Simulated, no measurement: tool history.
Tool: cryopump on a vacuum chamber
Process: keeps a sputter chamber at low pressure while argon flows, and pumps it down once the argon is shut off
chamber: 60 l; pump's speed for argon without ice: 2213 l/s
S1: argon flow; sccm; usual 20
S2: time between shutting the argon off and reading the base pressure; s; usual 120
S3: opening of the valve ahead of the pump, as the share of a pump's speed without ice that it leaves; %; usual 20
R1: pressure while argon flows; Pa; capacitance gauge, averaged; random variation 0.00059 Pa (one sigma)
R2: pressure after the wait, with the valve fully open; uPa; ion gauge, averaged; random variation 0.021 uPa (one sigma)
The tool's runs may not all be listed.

Run 1, hour 0.0: usual settings. Result: R1 0.0782 Pa, R2 0.51 uPa.
Run 2, hour 14.9: usual settings. Result: R1 0.0791 Pa, R2 0.53 uPa.
Run 3, hour 33.0: usual settings but S3 55 %. Result: R1 0.0293 Pa, R2 0.49 uPa.
Run 4, hour 54.4: usual settings but S3 55 %. Result: R1 0.0295 Pa, R2 0.50 uPa.
Run 5, hour 66.6: usual settings but S3 55 %. Result: R1 0.0300 Pa, R2 0.55 uPa.
Run 6, hour 82.9: usual settings but S3 55 %. Result: R1 0.0297 Pa, R2 0.51 uPa.
Run 7, hour 102.4: usual settings but S2 73 s. Result: R1 0.0797 Pa, R2 0.63 uPa.
Run 8, hour 119.5: usual settings. Result: R1 0.0790 Pa, R2 0.56 uPa.
Run 9, hour 137.0: usual settings. Result: R1 0.0793 Pa, R2 0.49 uPa.
Run 10, hour 157.7: usual settings. Result: R1 0.0787 Pa, R2 0.54 uPa.
Run 11, hour 177.6: usual settings. Result: R1 0.0794 Pa, R2 0.51 uPa.
At hour 192.9: pump warmed up, emptied and cooled again.
Run 12, hour 198.0: usual settings but S3 57 %. Result: R1 0.0277 Pa, R2 0.47 uPa.
Run 13, hour 215.0: usual settings. Result: R1 0.0768 Pa, R2 0.49 uPa.
Run 14, hour 228.1: usual settings. Result: R1 0.0764 Pa, R2 0.46 uPa.
Run 15, hour 239.3: usual settings. Result: R1 0.0772 Pa, R2 0.50 uPa.
Run 16, hour 258.5: usual settings but S2 27 s. Result: R1 0.0769 Pa, R2 1.05 uPa.
Run 17, hour 273.6: usual settings but S2 27 s. Result: R1 0.0761 Pa, R2 1.13 uPa.
Run 18, hour 295.1: usual settings but S2 27 s. Result: R1 0.0772 Pa, R2 1.07 uPa.
Run 19, hour 304.9: usual settings but S2 175 s, S3 37 %. Result: R1 0.0418 Pa, R2 0.43 uPa.
Run 20, hour 323.5: usual settings but S2 175 s, S3 37 %. Result: R1 0.0427 Pa, R2 0.47 uPa.
Run 21, hour 344.8: usual settings but S2 175 s, S3 37 %. Result: R1 0.0426 Pa, R2 0.42 uPa.
Run 22, hour 365.9: usual settings but S2 175 s, S3 37 %. Result: R1 0.0418 Pa, R2 0.46 uPa.
Run 23, hour 375.7: usual settings but S1 9 sccm, S2 175 s, S3 25 %. Result: R1 0.0268 Pa, R2 0.48 uPa.
Run 24, hour 394.4: usual settings but S1 12 sccm, S2 42 s, S3 27 %. Result: R1 0.0345 Pa, R2 0.84 uPa.
Run 25, hour 415.1: usual settings but S1 12 sccm, S2 42 s, S3 27 %. Result: R1 0.0350 Pa, R2 0.84 uPa.
Run 26, hour 427.5: usual settings but S1 12 sccm, S2 42 s, S3 27 %. Result: R1 0.0348 Pa, R2 0.85 uPa.
Run 27, hour 444.6: usual settings but S1 12 sccm, S2 129 s, S3 37 %. Result: R1 0.0265 Pa, R2 0.47 uPa.
Run 28, hour 466.0: usual settings but S2 123 s, S3 23 %. Result: R1 0.0679 Pa, R2 0.56 uPa.
Run 29, hour 476.9: usual settings but S1 8 sccm, S2 25 s. Result: R1 0.0307 Pa, R2 1.19 uPa.
Run 30, hour 487.8: usual settings but S1 8 sccm, S2 25 s. Result: R1 0.0308 Pa, R2 1.20 uPa.

Forecast each of these 5 alternatives for the next run:
Run A, hour 509.3: usual settings but S1 13 sccm, S2 286 s. Result: R1 ?, R2 ?.
Run B, hour 509.3: usual settings but S1 8 sccm, S2 25 s, S3 35 %. Result: R1 ?, R2 ?.
Run C, hour 509.3: usual settings but S1 8 sccm, S2 90 s, S3 44 %. Result: R1 ?, R2 ?.
Run D, hour 509.3: usual settings but S1 8 sccm, S2 25 s, S3 25 %. Result: R1 ?, R2 ?.
Run E, hour 509.3: usual settings but S1 8 sccm, S2 25 s, S3 24 %. Result: R1 ?, R2 ?.

run      R1    R2
  A  0.0510  0.41
  B  0.0168  1.15
  C  0.0138  0.59
  D  0.0251  1.21
  E  0.0259  1.19
Without the tool's hidden state the same runs would have given:
run      R1    R2
  A  0.0499  0.19
  B  0.0161  0.94
  C  0.0131  0.37
  D  0.0244  0.99
  E  0.0252  0.97

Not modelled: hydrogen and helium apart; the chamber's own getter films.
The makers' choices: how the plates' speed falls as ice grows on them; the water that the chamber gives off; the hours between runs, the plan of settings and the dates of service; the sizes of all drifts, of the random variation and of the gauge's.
